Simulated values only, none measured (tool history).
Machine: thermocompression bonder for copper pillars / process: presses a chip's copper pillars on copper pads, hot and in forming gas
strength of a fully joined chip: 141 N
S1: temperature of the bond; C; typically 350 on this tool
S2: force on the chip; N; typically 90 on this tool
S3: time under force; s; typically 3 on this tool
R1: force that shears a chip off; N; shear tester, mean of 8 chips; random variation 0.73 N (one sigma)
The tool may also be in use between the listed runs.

run	hour	S1	S2	S3	R1
1	0	350	90	3	101.8
# hour 31.5: forming gas filter changed
2	31.5	350	90	3	104
# hour 72.7: heater calibrated with a thermocouple chip
3	75.7	350	90	3	98.8
4	123.7	350	90	2	87.5
5	175.6	365	90	3	103
6	216	365	90	3	103.1
7	248	364	90	3	102.9

Forecast run 8:
8	280.8	350	95	2	?

{"run 8": {"R1": 90.6}}
On a tool with no hidden condition, and with the same random variation, this run would have come out at R1 96.6 N.

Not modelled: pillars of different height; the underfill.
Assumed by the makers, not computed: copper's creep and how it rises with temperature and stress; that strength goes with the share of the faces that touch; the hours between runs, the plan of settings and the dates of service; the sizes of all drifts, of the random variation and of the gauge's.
